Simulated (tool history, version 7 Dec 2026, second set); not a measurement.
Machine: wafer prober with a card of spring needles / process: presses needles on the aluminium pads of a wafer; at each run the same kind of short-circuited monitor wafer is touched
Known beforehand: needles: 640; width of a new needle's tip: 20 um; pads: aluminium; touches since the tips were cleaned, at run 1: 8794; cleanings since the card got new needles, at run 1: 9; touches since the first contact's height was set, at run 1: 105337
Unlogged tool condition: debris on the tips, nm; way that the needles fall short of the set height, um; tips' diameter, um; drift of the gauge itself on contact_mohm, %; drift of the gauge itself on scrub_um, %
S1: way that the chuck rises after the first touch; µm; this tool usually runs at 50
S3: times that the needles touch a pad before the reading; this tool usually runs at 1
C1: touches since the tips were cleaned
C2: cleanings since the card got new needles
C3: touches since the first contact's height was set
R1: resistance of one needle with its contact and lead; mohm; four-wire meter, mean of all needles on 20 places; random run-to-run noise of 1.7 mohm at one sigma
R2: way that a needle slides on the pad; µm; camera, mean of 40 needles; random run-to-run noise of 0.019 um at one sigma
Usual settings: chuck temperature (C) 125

run 1 hour=0 | S1=50 chuck_temperature_(C)=125 S3=1 | C1=8794 C2=9 C3=105337 | R1=207 R2=10.55
-- hour=2.9 tips cleaned on abrasive film
run 2 hour=37.5 | S1=50 chuck_temperature_(C)=125 S3=1 | C1=7097 C2=10 C3=113002 | R1=205 R2=10.54
-- hour=46.7 tips cleaned on abrasive film
run 3 hour=58 | S1=50 chuck_temperature_(C)=125 S3=1 | C1=2326 C2=11 C3=117201 | R1=194 R2=10.56
-- hour=62.6 height of the first contact set anew
-- hour=90.2 tips cleaned on abrasive film
run 4 hour=94.6 | S1=50 chuck_temperature_(C)=125 S3=1 | C1=898 C2=12 C3=6544 | R1=181 R2=10.7
run 5 hour=110.5 | S1=50 chuck_temperature_(C)=125 S3=1 | C1=4159 C2=12 C3=9805 | R1=200 R2=10.69
run 6 hour=131.3 | S1=50 chuck_temperature_(C)=125 S3=1 | C1=8423 C2=12 C3=14069 | R1=204 R2=10.72
-- hour=134.2 tips cleaned on abrasive film
run 7 hour=165.1 | S1=50 chuck_temperature_(C)=52 S3=1 | C1=6326 C2=13 C3=20980 | R1=194 R2=10.69
-- hour=179.9 tips cleaned on abrasive film
run 8 hour=196.2 | S1=34 chuck_temperature_(C)=125 S3=1 | C1=3346 C2=14 C3=27345 | R1=234 R2=7.25
run 9 hour=220.4 | S1=50 chuck_temperature_(C)=125 S3=1 | C1=8302 C2=14 C3=32301 | R1=207 R2=10.64
-- hour=223.2 tips cleaned on abrasive film
run 10 hour=244.5 | S1=50 chuck_temperature_(C)=125 S3=3 | C1=4364 C2=15 C3=37221 | R1=185 R2=10.64
run 11 hour=261.6 | S1=48 chuck_temperature_(C)=125 S3=1 | C1=7886 C2=15 C3=40743 | R1=211 R2=10.22
-- hour=267.4 tips cleaned on abrasive film
run 12 hour=290.7 | S1=48 chuck_temperature_(C)=125 S3=1 | C1=4779 C2=16 C3=46681 | R1=207 R2=10.19
run 13 hour=307.5 | S1=48 chuck_temperature_(C)=125 S3=2 | C1=8235 C2=16 C3=50137 | R1=196 R2=10.19
-- hour=311 tips cleaned on abrasive film
run 14 hour=338.4 | S1=48 chuck_temperature_(C)=125 S3=2 | C1=5624 C2=17 C3=56442 | R1=194 R2=10.18
-- hour=356.4 tips cleaned on abrasive film
run 15 hour=371.7 | S1=48 chuck_temperature_(C)=125 S3=2 | C1=3137 C2=18 C3=63256 | R1=190 R2=10.15
-- hour=402.1 tips cleaned on abrasive film
run 16 hour=406.7 | S1=48 chuck_temperature_(C)=125 S3=2 | C1=929 C2=19 C3=70404 | R1=181 R2=10.12
run 17 hour=435.7 | S1=48 chuck_temperature_(C)=125 S3=1 | C1=6895 C2=19 C3=76370 | R1=213 R2=10.16
-- hour=447.7 tips cleaned on abrasive film
run 18 hour=461.6 | S1=50 chuck_temperature_(C)=125 S3=1 | C1=2854 C2=20 C3=81651 | R1=194 R2=10.55
-- hour=494.3 tips cleaned on abrasive film
run 19 hour=496.5 | S1=50 chuck_temperature_(C)=25 S3=2 | C1=435 C2=21 C3=88779 | R1=157 R2=10.5
run 20 hour=519.6 | S1=46 chuck_temperature_(C)=112 S3=2 | C1=5189 C2=21 C3=93533 | R1=189 R2=9.68
-- hour=538.4 tips cleaned on abrasive film
run 21 hour=550.7 | S1=46 chuck_temperature_(C)=112 S3=2 | C1=2510 C2=22 C3=99880 | R1=185 R2=9.62
run 22 hour=575 | S1=63 chuck_temperature_(C)=32 S3=1 | C1=7489 C2=22 C3=104859 | R1=179 R2=13.28
-- hour=582.7 tips cleaned on abrasive film
run 23 hour=594.8 | S1=50 chuck_temperature_(C)=32 S3=1 | C1=2499 C2=23 C3=108917 | R1=184 R2=10.47
run 24 hour=612.3 | S1=35 chuck_temperature_(C)=84 S3=2 | C1=6079 C2=23 C3=112497 | R1=215 R2=7.21
-- hour=627.3 tips cleaned on abrasive film
-- hour=639.4 height of the first contact set anew
run 25 hour=643.5 | S1=35 chuck_temperature_(C)=56 S3=2 | C1=3262 C2=24 C3=853 | R1=199 R2=7.52
run 26 hour=662.5 | S1=70 chuck_temperature_(C)=125 S3=1 | C1=7161 C2=24 C3=4752 | R1=183 R2=15.03
-- hour=671.7 tips cleaned on abrasive film
run 27 hour=695.2 | S1=64 chuck_temperature_(C)=74 S3=2 | C1=4828 C2=25 C3=11427 | R1=170 R2=13.71
-- hour=715.6 tips cleaned on abrasive film
run 28 hour=721.6 | S1=50 chuck_temperature_(C)=54 S3=3 | C1=1238 C2=26 C3=16829 | R1=162 R2=10.69
run 29 hour=756.7 | S1=52 chuck_temperature_(C)=92 S3=3 | C1=8425 C2=26 C3=24016 | R1=177 R2=11.1
-- hour=759.6 tips cleaned on abrasive film
run 30 hour=787.7 | S1=37 chuck_temperature_(C)=92 S3=1 | C1=5756 C2=27 C3=30348 | R1=230 R2=7.9
-- hour=804.4 tips cleaned on abrasive film
run 31 hour=824.2 | S1=37 chuck_temperature_(C)=92 S3=2 | C1=4072 C2=28 C3=37830 | R1=203 R2=7.82
run 32 hour=840.1 | S1=69 chuck_temperature_(C)=94 S3=2 | C1=7327 C2=28 C3=41085 | R1=172 R2=14.79
-- hour=848.9 tips cleaned on abrasive film
run 33 hour=871.1 | S1=69 chuck_temperature_(C)=94 S3=2 | C1=4546 C2=29 C3=47415 | R1=172 R2=14.69
-- hour=894.3 tips cleaned on abrasive film
run 34 hour=906.2 | S1=45 chuck_temperature_(C)=44 S3=3 | C1=2453 C2=30 C3=54610 | R1=171 R2=9.51
run 35 hour=932.3 | S1=45 chuck_temperature_(C)=44 S3=3 | C1=7789 C2=30 C3=59946 | R1=178 R2=9.5

Subtracting, for every run, the result it would have given without the tool's unlogged condition from the measured result gives the following. The same run-to-run variation enters both numbers; the gauge's scatter may not:
run=1 R1=+36 R2=-0.19
run=2 R1=+35 R2=-0.2
run=3 R1=+24 R2=-0.22
run=4 R1=+11 R2=-0.03
run=5 R1=+29 R2=-0.03
run=6 R1=+35 R2=-0.02
run=7 R1=+37 R2=-0.05
run=8 R1=+54 R2=-0.07
run=9 R1=+35 R2=-0.07
run=10 R1=+11 R2=-0.09
run=11 R1=+38 R2=-0.09
run=12 R1=+34 R2=-0.12
run=13 R1=+23 R2=-0.12
run=14 R1=+22 R2=-0.14
run=15 R1=+18 R2=-0.16
run=16 R1=+9 R2=-0.18
run=17 R1=+39 R2=-0.17
run=18 R1=+25 R2=-0.2
run=19 R1=+7 R2=-0.22
run=20 R1=+24 R2=-0.22
run=21 R1=+19 R2=-0.24
run=22 R1=+28 R2=-0.24
run=23 R1=+30 R2=-0.27
run=24 R1=+45 R2=-0.27
run=25 R1=+35 R2=+0
run=26 R1=+19 R2=+0
run=27 R1=+14 R2=-0.02
run=28 R1=+7 R2=-0.05
run=29 R1=+13 R2=-0.04
run=30 R1=+60 R2=-0.06
run=31 R1=+33 R2=-0.09
run=32 R1=+13 R2=-0.09
run=33 R1=+12 R2=-0.11
run=34 R1=+13 R2=-0.14
run=35 R1=+19 R2=-0.15

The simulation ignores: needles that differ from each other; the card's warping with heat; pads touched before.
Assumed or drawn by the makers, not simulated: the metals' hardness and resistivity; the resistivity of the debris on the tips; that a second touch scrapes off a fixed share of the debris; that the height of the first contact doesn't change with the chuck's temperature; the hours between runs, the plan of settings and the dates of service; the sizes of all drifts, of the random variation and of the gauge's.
